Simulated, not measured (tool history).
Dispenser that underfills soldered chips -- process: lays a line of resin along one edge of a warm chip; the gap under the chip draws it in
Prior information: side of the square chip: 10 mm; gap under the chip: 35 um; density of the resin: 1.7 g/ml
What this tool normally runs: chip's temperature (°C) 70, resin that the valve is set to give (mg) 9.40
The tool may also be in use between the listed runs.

run   hour  chip's temperature (°C)  resin that the valve is set to give (mg)  time until the resin shows at the far edge (s)  resin that the valve gave (mg)
  1    0.0                       70                                      9.40                                            44.0                            9.12
  2    5.5                       70                                      9.40                                            63.8                            9.09
       6.5  -- new syringe of resin
  3   10.1                       70                                      8.31                                            55.9                            8.05
      12.3  -- dispensing valve cleaned and set on the balance
      14.7  -- new syringe of resin
  4   19.3                       70                                      8.31                                            58.1                            8.32
      22.1  -- new syringe of resin
  5   26.2                       70                                      8.31                                            57.5                            8.29
      29.4  -- new syringe of resin
  6   31.7                       70                                      8.31                                            50.9                            8.33
      36.6  -- new syringe of resin
  7   37.4                       70                                      8.31                                            46.4                            8.21
  8   41.9                       70                                      9.40                                            60.3                            9.31
      43.7  -- new syringe of resin
  9   45.8                       70                                      9.40                                            49.3                            9.29
      51.0  -- new syringe of resin
 10   52.4                       70                                      9.40                                            47.9                            9.30
      58.2  -- new syringe of resin
 11   59.7                       70                                      9.40                                            47.7                            9.31
 12   63.8                       70                                      9.40                                            62.7                            9.23
      65.2  -- new syringe of resin
 13   70.6                       70                                     10.36                                            61.7                           10.18
      72.3  -- new syringe of resin
 14   74.2                       70                                     10.36                                            49.4                           10.15
      79.2  -- new syringe of resin
 15   79.7                       70                                      8.54                                            44.9                            8.31
      86.4  -- new syringe of resin
 16   87.4                       75                                      9.40                                            36.5                            9.16
 17   92.3                       70                                      9.05                                            64.9                            8.80
      93.9  -- new syringe of resin
 18   97.8                       70                                      9.05                                            57.3                            8.80
     101.4  -- new syringe of resin
 19  101.6                       70                                      9.05                                            44.2                            8.71
 20  105.4                       73                                      8.19                                            50.9                            7.97
     108.7  -- new syringe of resin
 21  109.7                       73                                      8.19                                            41.5                            7.92
     113.6  -- dispensing valve cleaned and set on the balance
     117.3  -- new syringe of resin
 22  117.4                       73                                      8.19                                            39.6                            8.23
 23  123.9                       73                                      8.19                                            59.9                            8.17
     124.6  -- new syringe of resin
 24  130.9                       61                                      9.12                                            98.9                            9.08
     131.9  -- new syringe of resin
     139.1  -- new syringe of resin
 25  139.1                       81                                     11.03                                            27.8                           10.93
 26  142.8                       78                                      9.40                                            39.5                            9.35
     146.6  -- new syringe of resin
 27  147.2                       78                                      9.40                                            32.1                            9.32
     154.0  -- new syringe of resin
 28  154.0                       71                                      9.40                                            42.4                            9.30
     161.1  -- new syringe of resin
 29  161.2                       81                                     12.17                                            27.2                           12.01
 30  166.1                       81                                     12.17                                            36.7                           11.97
     168.4  -- new syringe of resin
 31  171.4                       81                                     12.17                                            32.0                           12.07
     175.3  -- new syringe of resin
 32  177.2                       57                                      9.60                                            92.9                            9.49

Measured result minus the same run's result without the hidden state. Both carry the same run-to-run variation, though not necessarily the same gauge scatter:
Hidden state present: resin's viscosity, % of fresh resin's; dose that the valve gives, % of what is set; true chip temperature over the reading, C; drift of the gauge itself on fill_s, %; drift of the gauge itself on given_mg, %.
run  time until the resin shows at the far edge (s)  resin that the valve gave (mg)
  1                                            +5.1                           -0.28
  2                                           +24.2                           -0.30
  3                                           +15.0                           -0.27
  4                                           +18.2                           -0.02
  5                                           +16.8                           -0.04
  6                                           +10.3                           -0.05
  7                                            +5.6                           -0.07
  8                                           +20.4                           -0.09
  9                                            +9.6                           -0.10
 10                                            +8.0                           -0.12
 11                                            +8.4                           -0.15
 12                                           +22.8                           -0.16
 13                                           +22.5                           -0.20
 14                                            +9.7                           -0.21
 15                                            +5.3                           -0.19
 16                                            +5.4                           -0.23
 17                                           +24.4                           -0.23
 18                                           +17.6                           -0.26
 19                                            +5.2                           -0.26
 20                                           +15.7                           -0.25
 21                                            +6.7                           -0.26
 22                                            +3.8                           +0.02
 23                                           +24.3                           +0.00
 24                                           +39.2                           -0.02
 25                                            +2.8                           -0.06
 26                                           +11.6                           -0.06
 27                                            +4.3                           -0.08
 28                                            +4.2                           -0.10
 29                                            +3.0                           -0.15
 30                                           +12.9                           -0.17
 31                                            +8.5                           -0.19
 32                                           +20.3                           -0.16
